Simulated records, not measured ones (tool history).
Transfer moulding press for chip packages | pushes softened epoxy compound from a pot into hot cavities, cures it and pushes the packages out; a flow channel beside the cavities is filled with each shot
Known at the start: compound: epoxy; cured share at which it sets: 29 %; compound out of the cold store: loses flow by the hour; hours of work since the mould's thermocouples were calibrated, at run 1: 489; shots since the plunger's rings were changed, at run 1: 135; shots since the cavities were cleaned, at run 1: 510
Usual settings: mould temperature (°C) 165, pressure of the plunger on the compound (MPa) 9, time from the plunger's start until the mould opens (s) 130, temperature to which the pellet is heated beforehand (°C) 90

run	hour	mould temperature (°C)	pressure of the plunger on the compound (MPa)	time from the plunger's start until the mould opens (s)	temperature to which the pellet is heated beforehand (°C)	hours of work since the mould's thermocouples were calibrated	shots since the plunger's rings were changed	shots since the cavities were cleaned	incoming compound's hours out of the cold store	length that the compound runs in the flow channel (mm)	greatest force on the pins that push the packages out (N)
1	0	165	9	130	90	489	135	510	10.5	899	389
2	15.9	165	9	130	96	500	301	676	37.4	840	381
# hour 28.5: cavities cleaned with cleaning compound and waxed
3	28.6	159	9	130	96	508	419	1	33.6	885	544
4	43.1	159	9	130	96	517	571	153	23.8	894	581
5	55.7	159	8.16	130	96	526	703	285	36.5	828	574
6	75.2	159	8.16	130	90	539	908	490	38.5	828	588
7	89.6	165	9	130	90	549	1058	640	12.7	887	378
8	100.8	165	9	130	90	556	1176	758	21.1	876	388
# hour 105.2: cavities cleaned with cleaning compound and waxed
9	111.7	165	9	130	90	563	1275	68	33.5	849	398
10	132.5	165	9	130	90	577	1494	287	43.3	833	369
11	149.3	165	9	130	90	588	1670	463	37.5	849	379
12	165.3	165	7.85	130	90	599	1837	630	47.9	783	376
# hour 183.1: cavities cleaned with cleaning compound and waxed
13	187.6	165	7.85	130	90	613	2055	47	8.6	839	374
14	205.9	165	7.85	130	90	625	2248	240	23	813	378
15	221.8	165	7.85	130	90	636	2414	406	33	802	390
# hour 225.1: mould's thermocouples calibrated
16	243.2	165	9.91	124	98	12	2618	610	16	932	404
17	258.3	165	9.91	124	98	22	2777	769	31.5	899	416
# hour 261.7: cavities cleaned with cleaning compound and waxed
18	276.7	165	9.91	124	98	34	2954	157	37.5	876	391
19	285.9	168	10.24	140	89	40	3051	254	15.1	934	330
20	298.3	165	7.02	130	90	48	3180	383	39.8	747	389
# hour 318: plunger's sealing rings changed
21	319	157	9	113	90	61	11	574	35.4	886	920
22	330.8	157	9	113	90	69	135	698	40	874	928
# hour 340.8: cavities cleaned with cleaning compound and waxed
23	351.3	163	7.69	113	92	81	334	110	21.6	821	559
24	360.8	163	7.69	113	92	88	434	210	31	804	544
25	375.2	163	7.69	113	92	98	585	361	13.1	831	571
26	393.8	163	9.1	113	80	110	780	556	15.7	906	629
27	412.1	163	9.1	113	80	123	973	749	26.5	888	594
# hour 417.5: cavities cleaned with cleaning compound and waxed
28	423.5	159	7.4	143	86	129	1076	63	27.6	813	483
29	442.6	159	8.59	124	88	142	1277	264	27.9	869	663

4 ways to go on from here, each from the tool as it stands after run 29. What would each give?
A	454	159	8.59	124	93	150	1396	383	17	?	?
B	454	165	7.93	130	90	150	1396	383	43.7	?	?
C	454	166	10.39	130	90	150	1396	383	40.5	?	?
D	454	172	8.7	130	94	150	1396	383	47.8	?	?

run	length that the compound runs in the flow channel (mm)	greatest force on the pins that push the packages out (N)
A	901	672
B	779	383
C	897	358
D	791	323
Without the tool's hidden state the same runs would have given:
run	length that the compound runs in the flow channel (mm)	greatest force on the pins that push the packages out (N)
A	902	665
B	779	380
C	897	354
D	792	320
